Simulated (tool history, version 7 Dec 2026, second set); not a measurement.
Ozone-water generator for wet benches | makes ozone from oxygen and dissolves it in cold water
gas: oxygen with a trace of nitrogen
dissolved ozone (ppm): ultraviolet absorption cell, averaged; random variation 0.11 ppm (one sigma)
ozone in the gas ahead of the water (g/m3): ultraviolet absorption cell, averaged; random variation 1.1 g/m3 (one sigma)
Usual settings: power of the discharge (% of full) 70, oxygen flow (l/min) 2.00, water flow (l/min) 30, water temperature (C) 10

run	hour	power of the discharge (% of full)	oxygen flow (l/min)	water flow (l/min)	water temperature (C)	dissolved ozone (ppm)	ozone in the gas ahead of the water (g/m3)
1	0.0	70	2.00	30	10	9.0	191.0
2	25.9	70	1.08	30	10	6.6	243.6
3	58.0	70	1.08	30	10	6.6	242.2
4	92.8	70	1.08	30	10	6.5	242.8
5	132.1	70	1.08	30	10	6.5	240.7
6	169.1	57	2.00	30	10	7.7	165.1
7	200.3	57	2.00	30	10	7.8	164.7
8	244.2	57	2.00	30	10	7.9	164.1
9	269.7	62	3.45	45	7	7.2	141.0
10	309.3	62	3.45	45	7	7.1	140.2
# hour 317.5: contactor cleaned
11	332.5	60	1.30	45	7	4.2	201.6
12	364.0	70	2.00	23	17	10.8	189.6
13	406.4	64	2.76	36	6	7.9	156.6
14	448.6	72	3.14	34	12	9.8	161.4
15	480.0	72	3.14	34	12	9.5	163.5
16	499.8	72	3.14	34	12	9.4	162.4

Measured less the same run without the tool's hidden state. The same run-to-run variation is in both; the gauge's scatter may not be:
The hidden state here: yield of the discharge, % of new electrodes'; contactor's efficiency, % of a clean one's; true water temperature over the reading, C; drift of the gauge itself on ozone_ppm, %; drift of the gauge itself on gas_g_m3, %.
run	dissolved ozone (ppm)	ozone in the gas ahead of the water (g/m3)
1	-0.3	-1.3
2	-0.3	-1.8
3	-0.3	-2.0
4	-0.2	-2.2
5	-0.3	-2.4
6	-0.3	-1.5
7	-0.3	-1.6
8	-0.3	-1.8
9	-0.4	-1.7
10	-0.4	-1.8
11	-0.3	-2.7
12	-0.7	-3.0
13	-0.6	-2.4
14	-0.7	-3.0
15	-0.8	-3.1
16	-0.8	-3.1

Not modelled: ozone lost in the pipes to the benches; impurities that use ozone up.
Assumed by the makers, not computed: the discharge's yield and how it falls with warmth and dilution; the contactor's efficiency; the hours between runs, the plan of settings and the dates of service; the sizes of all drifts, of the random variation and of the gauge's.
